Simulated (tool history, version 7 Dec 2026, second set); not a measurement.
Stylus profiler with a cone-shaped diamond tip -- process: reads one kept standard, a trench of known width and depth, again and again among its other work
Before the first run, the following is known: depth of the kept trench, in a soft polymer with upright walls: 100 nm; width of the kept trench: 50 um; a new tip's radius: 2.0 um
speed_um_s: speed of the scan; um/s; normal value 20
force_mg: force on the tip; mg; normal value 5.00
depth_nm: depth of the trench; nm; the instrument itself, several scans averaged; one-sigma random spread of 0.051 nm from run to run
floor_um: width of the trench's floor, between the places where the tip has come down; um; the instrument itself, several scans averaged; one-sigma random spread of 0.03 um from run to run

run 1 hour=0.0 | speed_um_s=20 force_mg=5.00 | depth_nm=101.34 floor_um=48.74
run 2 hour=93.3 | speed_um_s=20 force_mg=5.00 | depth_nm=101.28 floor_um=48.68
run 3 hour=147.1 | speed_um_s=20 force_mg=5.00 | depth_nm=101.37 floor_um=48.74
run 4 hour=207.7 | speed_um_s=20 force_mg=5.00 | depth_nm=101.30 floor_um=48.69
run 5 hour=279.3 | speed_um_s=21 force_mg=5.00 | depth_nm=101.29 floor_um=48.64
run 6 hour=379.3 | speed_um_s=21 force_mg=5.00 | depth_nm=101.32 floor_um=48.68
run 7 hour=432.4 | speed_um_s=27 force_mg=5.00 | depth_nm=101.20 floor_um=48.67
run 8 hour=484.6 | speed_um_s=27 force_mg=5.00 | depth_nm=101.33 floor_um=48.70
run 9 hour=563.6 | speed_um_s=14 force_mg=5.00 | depth_nm=101.30 floor_um=48.69
run 10 hour=652.1 | speed_um_s=14 force_mg=5.00 | depth_nm=101.30 floor_um=48.70
run 11 hour=728.6 | speed_um_s=14 force_mg=5.00 | depth_nm=101.35 floor_um=48.71
run 12 hour=796.7 | speed_um_s=20 force_mg=5.00 | depth_nm=101.37 floor_um=48.62
run 13 hour=845.8 | speed_um_s=20 force_mg=4.28 | depth_nm=101.18 floor_um=48.67
run 14 hour=890.3 | speed_um_s=20 force_mg=10.92 | depth_nm=102.25 floor_um=48.69
run 15 hour=973.0 | speed_um_s=20 force_mg=1.78 | depth_nm=100.72 floor_um=48.69
run 16 hour=1040.2 | speed_um_s=20 force_mg=5.00 | depth_nm=101.28 floor_um=48.66
run 17 hour=1113.1 | speed_um_s=20 force_mg=5.00 | depth_nm=101.35 floor_um=48.74
run 18 hour=1177.3 | speed_um_s=20 force_mg=5.00 | depth_nm=101.28 floor_um=48.64
-- hour=1232.1 new tip fitted, height scale calibrated
run 19 hour=1238.0 | speed_um_s=10 force_mg=5.00 | depth_nm=101.33 floor_um=48.75
run 20 hour=1337.4 | speed_um_s=10 force_mg=5.00 | depth_nm=101.22 floor_um=48.71
run 21 hour=1397.7 | speed_um_s=23 force_mg=8.20 | depth_nm=101.87 floor_um=48.70
run 22 hour=1478.4 | speed_um_s=23 force_mg=8.20 | depth_nm=101.78 floor_um=48.75
run 23 hour=1558.3 | speed_um_s=37 force_mg=5.55 | depth_nm=101.43 floor_um=48.65
run 24 hour=1646.6 | speed_um_s=50 force_mg=10.17 | depth_nm=102.10 floor_um=48.66
run 25 hour=1711.4 | speed_um_s=22 force_mg=8.17 | depth_nm=101.79 floor_um=48.66
run 26 hour=1793.2 | speed_um_s=6 force_mg=2.05 | depth_nm=100.74 floor_um=48.73
run 27 hour=1857.2 | speed_um_s=74 force_mg=14.76 | depth_nm=102.70 floor_um=48.64
run 28 hour=1900.7 | speed_um_s=10 force_mg=3.31 | depth_nm=101.03 floor_um=48.69
run 29 hour=1960.6 | speed_um_s=10 force_mg=3.31 | depth_nm=101.03 floor_um=48.74
run 30 hour=2029.0 | speed_um_s=65 force_mg=5.35 | depth_nm=101.31 floor_um=48.61
run 31 hour=2085.4 | speed_um_s=6 force_mg=2.18 | depth_nm=100.79 floor_um=48.77
run 32 hour=2131.3 | speed_um_s=17 force_mg=12.58 | depth_nm=102.38 floor_um=48.68
run 33 hour=2232.1 | speed_um_s=8 force_mg=12.58 | depth_nm=102.42 floor_um=48.73
run 34 hour=2281.5 | speed_um_s=49 force_mg=3.68 | depth_nm=101.01 floor_um=48.65
run 35 hour=2380.6 | speed_um_s=43 force_mg=10.82 | depth_nm=102.23 floor_um=48.66
run 36 hour=2445.4 | speed_um_s=43 force_mg=10.82 | depth_nm=102.27 floor_um=48.76
run 37 hour=2491.0 | speed_um_s=29 force_mg=4.20 | depth_nm=101.16 floor_um=48.63
run 38 hour=2587.6 | speed_um_s=13 force_mg=8.98 | depth_nm=101.87 floor_um=48.69
run 39 hour=2650.8 | speed_um_s=13 force_mg=8.98 | depth_nm=102.06 floor_um=48.72
run 40 hour=2699.0 | speed_um_s=13 force_mg=8.98 | depth_nm=101.92 floor_um=48.72

What if the next run were any one of these 4? Each begins from the tool's condition after run 40:
run A hour=2793.9 | speed_um_s=20 force_mg=9.11 | depth_nm=? floor_um=?
run B hour=2793.9 | speed_um_s=31 force_mg=8.98 | depth_nm=? floor_um=?
run C hour=2793.9 | speed_um_s=60 force_mg=1.75 | depth_nm=? floor_um=?
run D hour=2793.9 | speed_um_s=9 force_mg=11.19 | depth_nm=? floor_um=?

run=A depth_nm=101.93 floor_um=48.77
run=B depth_nm=101.97 floor_um=48.74
run=C depth_nm=100.71 floor_um=48.54
run=D depth_nm=102.25 floor_um=48.71
Had the tool no hidden state, the same runs would have come out as:
run=A depth_nm=101.93 floor_um=48.79
run=B depth_nm=101.96 floor_um=48.76
run=C depth_nm=100.70 floor_um=48.56
run=D depth_nm=102.24 floor_um=48.72

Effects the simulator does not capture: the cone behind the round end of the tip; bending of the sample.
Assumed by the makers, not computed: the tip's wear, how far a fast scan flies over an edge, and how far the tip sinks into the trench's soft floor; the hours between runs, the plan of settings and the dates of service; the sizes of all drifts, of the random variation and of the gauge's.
